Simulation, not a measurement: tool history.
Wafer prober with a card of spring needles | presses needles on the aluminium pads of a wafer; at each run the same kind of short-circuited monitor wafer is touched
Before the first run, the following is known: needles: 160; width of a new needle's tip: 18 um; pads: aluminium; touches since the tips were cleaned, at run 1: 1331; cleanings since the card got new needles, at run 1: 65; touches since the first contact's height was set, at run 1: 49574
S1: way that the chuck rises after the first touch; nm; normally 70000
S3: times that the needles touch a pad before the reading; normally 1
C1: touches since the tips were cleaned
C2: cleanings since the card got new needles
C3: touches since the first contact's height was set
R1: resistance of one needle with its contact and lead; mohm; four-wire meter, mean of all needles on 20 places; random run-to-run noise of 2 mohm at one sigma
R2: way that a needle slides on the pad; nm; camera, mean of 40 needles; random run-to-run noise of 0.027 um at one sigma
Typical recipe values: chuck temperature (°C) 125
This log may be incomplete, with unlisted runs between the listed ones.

Run 1, hour 0.0: usual settings; C1 1331; C2 65; C3 49574. Result: R1 215 mohm, R2 12550 nm.
At hour 9.8: tips cleaned on abrasive film.
Run 2, hour 21.7: usual settings; C1 3142; C2 66; C3 55262. Result: R1 217 mohm, R2 12620 nm.
At hour 23.6: tips cleaned on abrasive film.
At hour 38.1: tips cleaned on abrasive film.
Run 3, hour 39.9: usual settings; C1 488; C2 68; C3 60005. Result: R1 216 mohm, R2 12570 nm.
At hour 51.5: tips cleaned on abrasive film.
Run 4, hour 51.5: usual settings; C1 0; C2 69; C3 63007. Result: R1 213 mohm, R2 12620 nm.
At hour 60.8: height of the first contact set anew.
At hour 66.7: tips cleaned on abrasive film.
Run 5, hour 72.9: usual settings; C1 1615; C2 70; C3 3138. Result: R1 217 mohm, R2 12620 nm.
At hour 81.5: tips cleaned on abrasive film.
Run 6, hour 89.8: usual settings; C1 2183; C2 71; C3 7558. Result: R1 214 mohm, R2 12640 nm.
At hour 95.7: tips cleaned on abrasive film.
Run 7, hour 100.3: usual settings; C1 1197; C2 72; C3 10294. Result: R1 215 mohm, R2 12650 nm.
At hour 109.0: tips cleaned on abrasive film.
Run 8, hour 112.5: usual settings; C1 909; C2 73; C3 13484. Result: R1 222 mohm, R2 12640 nm.
At hour 122.6: tips cleaned on abrasive film.
Run 9, hour 131.2: usual settings; C1 2254; C2 74; C3 18386. Result: R1 213 mohm, R2 12600 nm.
At hour 137.2: tips cleaned on abrasive film.
Run 10, hour 143.4: usual settings; C1 1616; C2 75; C3 21561. Result: R1 215 mohm, R2 12600 nm.
At hour 151.7: tips cleaned on abrasive film.
Run 11, hour 156.7: usual settings; C1 1306; C2 76; C3 25035. Result: R1 214 mohm, R2 12700 nm.
At hour 166.0: tips cleaned on abrasive film.
Run 12, hour 172.5: usual settings; C1 1724; C2 77; C3 29173. Result: R1 213 mohm, R2 12720 nm.
At hour 180.7: tips cleaned on abrasive film.
At hour 194.7: tips cleaned on abrasive film.
Run 13, hour 196.0: usual settings; C1 333; C2 79; C3 35299. Result: R1 216 mohm, R2 12750 nm.
At hour 208.7: tips cleaned on abrasive film.
Run 14, hour 211.2: usual settings; C1 638; C2 80; C3 39263. Result: R1 212 mohm, R2 12690 nm.
At hour 223.1: tips cleaned on abrasive film.
Run 15, hour 232.6: usual settings but S3 2; C1 2513; C2 81; C3 44878. Result: R1 217 mohm, R2 12740 nm.
At hour 237.0: tips cleaned on abrasive film.
At hour 250.2: tips cleaned on abrasive film.
Run 16, hour 255.1: usual settings; C1 1275; C2 83; C3 50736. Result: R1 215 mohm, R2 12740 nm.
At hour 263.5: tips cleaned on abrasive film.
At hour 277.1: tips cleaned on abrasive film.
Run 17, hour 277.1: usual settings but chuck temperature (°C) 98, S3 2; C1 0; C2 85; C3 56484. Result: R1 209 mohm, R2 12760 nm.
At hour 290.4: tips cleaned on abrasive film.
Run 18, hour 290.4: usual settings but chuck temperature (°C) 98, S3 2; C1 0; C2 86; C3 59949. Result: R1 207 mohm, R2 12730 nm.
At hour 304.0: tips cleaned on abrasive film.
Run 19, hour 308.5: usual settings but chuck temperature (°C) 98, S3 2; C1 1200; C2 87; C3 64692. Result: R1 208 mohm, R2 12760 nm.
At hour 312.0: height of the first contact set anew.
At hour 318.3: tips cleaned on abrasive film.
Run 20, hour 323.2: usual settings but chuck temperature (°C) 93, S3 2; C1 1298; C2 88; C3 2941. Result: R1 210 mohm, R2 12820 nm.
At hour 332.8: tips cleaned on abrasive film.
Run 21, hour 343.1: usual settings but chuck temperature (°C) 26; C1 2702; C2 89; C3 8130. Result: R1 194 mohm, R2 12840 nm.
At hour 347.0: tips cleaned on abrasive film.
At hour 360.7: tips cleaned on abrasive film.
Run 22, hour 360.7: usual settings but S1 78000 nm, chuck temperature (°C) 61, S3 2; C1 0; C2 91; C3 12706. Result: R1 202 mohm, R2 14340 nm.
At hour 374.7: tips cleaned on abrasive film.
Run 23, hour 379.5: usual settings but S1 56000 nm, chuck temperature (°C) 27, S3 2; C1 1249; C2 92; C3 17633. Result: R1 198 mohm, R2 10260 nm.
At hour 388.0: tips cleaned on abrasive film.
Run 24, hour 392.2: usual settings but S1 56000 nm, chuck temperature (°C) 27, S3 2; C1 1101; C2 93; C3 20939. Result: R1 192 mohm, R2 10250 nm.
At hour 402.1: tips cleaned on abrasive film.
Run 25, hour 411.9: usual settings but S1 56000 nm, chuck temperature (°C) 27, S3 2; C1 2577; C2 94; C3 26112. Result: R1 197 mohm, R2 10320 nm.
At hour 416.4: tips cleaned on abrasive film.
Run 26, hour 423.2: usual settings but S1 79000 nm; C1 1791; C2 95; C3 29051. Result: R1 211 mohm, R2 14620 nm.
At hour 429.8: tips cleaned on abrasive film.
Run 27, hour 439.1: usual settings but S1 79000 nm; C1 2443; C2 96; C3 33202. Result: R1 218 mohm, R2 14580 nm.
At hour 441.6: gauge calibrated.
At hour 443.4: tips cleaned on abrasive film.
Run 28, hour 450.0: usual settings but S1 81000 nm; C1 1733; C2 97; C3 36041. Result: R1 213 mohm, R2 14560 nm.
At hour 456.8: tips cleaned on abrasive film.
Run 29, hour 459.6: usual settings but S1 86000 nm, chuck temperature (°C) 26; C1 739; C2 98; C3 38560. Result: R1 192 mohm, R2 15410 nm.
At hour 470.9: tips cleaned on abrasive film.
Run 30, hour 477.8: usual settings but chuck temperature (°C) 72, S3 2; C1 1822; C2 99; C3 43317. Result: R1 205 mohm, R2 12560 nm.
At hour 485.7: tips cleaned on abrasive film.
Run 31, hour 497.1: usual settings but chuck temperature (°C) 72, S3 2; C1 3006; C2 100; C3 48363. Result: R1 204 mohm, R2 12570 nm.
At hour 499.8: tips cleaned on abrasive film.
Run 32, hour 512.4: usual settings but S1 58000 nm, chuck temperature (°C) 71; C1 3299; C2 101; C3 52355. Result: R1 208 mohm, R2 10430 nm.

Subtracting, for every run, the result it would have given without the tool's unlogged condition from the measured result gives the following. The same run-to-run variation enters both numbers; the gauge's scatter may not:
Hidden state present: debris on the tips, nm; way that the needles fall short of the set height, um; tips' diameter, um; drift of the gauge itself on contact_mohm, %; drift of the gauge itself on scrub_um, %.
run    R2
  1   -10
  2   +20
  3   +30
  4   +40
  5   +60
  6   +70
  7   +80
  8  +100
  9  +110
 10  +120
 11  +130
 12  +140
 13  +160
 14  +170
 15  +190
 16  +210
 17  +220
 18  +230
 19  +260
 20  +270
 21  +290
 22  +330
 23  +260
 24  +260
 25  +270
 26  +400
 27  +410
 28   +10
 29   +20
 30   +30
 31   +50
 32   +40
R1: differs from the measured result by no more than 1 mohm in any run.
